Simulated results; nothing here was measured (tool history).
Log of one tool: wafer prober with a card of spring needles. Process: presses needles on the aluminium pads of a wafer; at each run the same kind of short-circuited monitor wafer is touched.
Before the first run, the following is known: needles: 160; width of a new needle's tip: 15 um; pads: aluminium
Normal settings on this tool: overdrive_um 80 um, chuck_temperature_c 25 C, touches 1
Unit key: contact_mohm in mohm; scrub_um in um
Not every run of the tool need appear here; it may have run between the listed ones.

run 1 day=0.000 | overdrive_um=80 chuck_temperature_c=25 touches=1 | contact_mohm=163 scrub_um=17.35
-- day=0.421 tips cleaned on abrasive film
run 2 day=0.754 | overdrive_um=80 chuck_temperature_c=25 touches=1 | contact_mohm=166 scrub_um=17.13
-- day=1.267 tips cleaned on abrasive film
run 3 day=1.896 | overdrive_um=80 chuck_temperature_c=25 touches=1 | contact_mohm=165 scrub_um=17.11
-- day=2.083 tips cleaned on abrasive film
run 4 day=2.617 | overdrive_um=80 chuck_temperature_c=25 touches=1 | contact_mohm=165 scrub_um=17.13
-- day=2.967 tips cleaned on abrasive film
run 5 day=3.512 | overdrive_um=80 chuck_temperature_c=25 touches=1 | contact_mohm=168 scrub_um=17.06
-- day=3.808 tips cleaned on abrasive film
run 6 day=4.046 | overdrive_um=80 chuck_temperature_c=25 touches=1 | contact_mohm=167 scrub_um=17.07
run 7 day=4.554 | overdrive_um=80 chuck_temperature_c=25 touches=1 | contact_mohm=165 scrub_um=17.16
-- day=4.629 tips cleaned on abrasive film
run 8 day=5.096 | overdrive_um=80 chuck_temperature_c=25 touches=1 | contact_mohm=163 scrub_um=17.16
-- day=5.458 tips cleaned on abrasive film
run 9 day=5.871 | overdrive_um=80 chuck_temperature_c=25 touches=1 | contact_mohm=171 scrub_um=16.97
-- day=6.267 tips cleaned on abrasive film
-- day=7.075 tips cleaned on abrasive film
run 10 day=7.075 | overdrive_um=80 chuck_temperature_c=25 touches=1 | contact_mohm=167 scrub_um=17.04
-- day=7.900 tips cleaned on abrasive film
run 11 day=7.900 | overdrive_um=80 chuck_temperature_c=25 touches=1 | contact_mohm=166 scrub_um=16.97
-- day=8.717 tips cleaned on abrasive film
run 12 day=8.829 | overdrive_um=80 chuck_temperature_c=25 touches=1 | contact_mohm=161 scrub_um=16.97
-- day=9.533 tips cleaned on abrasive film
run 13 day=9.888 | overdrive_um=80 chuck_temperature_c=25 touches=1 | contact_mohm=166 scrub_um=16.98
-- day=10.358 tips cleaned on abrasive film
run 14 day=10.542 | overdrive_um=80 chuck_temperature_c=25 touches=1 | contact_mohm=168 scrub_um=16.77
run 15 day=11.100 | overdrive_um=80 chuck_temperature_c=25 touches=1 | contact_mohm=166 scrub_um=16.66
-- day=11.183 tips cleaned on abrasive film
-- day=11.738 gauge calibrated
-- day=12.017 tips cleaned on abrasive film
run 16 day=12.092 | overdrive_um=80 chuck_temperature_c=25 touches=1 | contact_mohm=165 scrub_um=17.23
-- day=12.838 tips cleaned on abrasive film
run 17 day=13.033 | overdrive_um=86 chuck_temperature_c=90 touches=2 | contact_mohm=180 scrub_um=18.38
-- day=13.721 tips cleaned on abrasive film
run 18 day=14.004 | overdrive_um=65 chuck_temperature_c=25 touches=1 | contact_mohm=171 scrub_um=13.88
-- day=14.558 tips cleaned on abrasive film
run 19 day=15.050 | overdrive_um=65 chuck_temperature_c=25 touches=1 | contact_mohm=172 scrub_um=13.86
-- day=15.412 tips cleaned on abrasive film
run 20 day=15.633 | overdrive_um=65 chuck_temperature_c=25 touches=1 | contact_mohm=170 scrub_um=13.84
run 21 day=16.142 | overdrive_um=74 chuck_temperature_c=34 touches=2 | contact_mohm=169 scrub_um=15.85
-- day=16.233 tips cleaned on abrasive film
run 22 day=16.967 | overdrive_um=74 chuck_temperature_c=34 touches=2 | contact_mohm=166 scrub_um=15.71
-- day=17.079 tips cleaned on abrasive film
run 23 day=17.725 | overdrive_um=74 chuck_temperature_c=34 touches=2 | contact_mohm=168 scrub_um=15.73
-- day=17.946 tips cleaned on abrasive film
run 24 day=18.604 | overdrive_um=74 chuck_temperature_c=65 touches=1 | contact_mohm=175 scrub_um=15.73
-- day=18.808 tips cleaned on abrasive film
-- day=19.112 height of the first contact set anew
run 25 day=19.212 | overdrive_um=80 chuck_temperature_c=112 touches=2 | contact_mohm=183 scrub_um=17.09
-- day=19.621 tips cleaned on abrasive film
run 26 day=19.933 | overdrive_um=67 chuck_temperature_c=95 touches=2 | contact_mohm=187 scrub_um=14.21
-- day=20.458 tips cleaned on abrasive film
run 27 day=21.004 | overdrive_um=80 chuck_temperature_c=25 touches=2 | contact_mohm=168 scrub_um=16.87

What does the tool deliver on the next run?
-- day=21.300 tips cleaned on abrasive film
run 28 day=21.946 | overdrive_um=70 chuck_temperature_c=76 touches=1 | contact_mohm=? scrub_um=?

Run 28 yielded contact_mohm 176 mohm, scrub_um 14.92 um.
With no hidden state in the tool, this same run would have given contact_mohm 176 mohm, scrub_um 15.21 um.
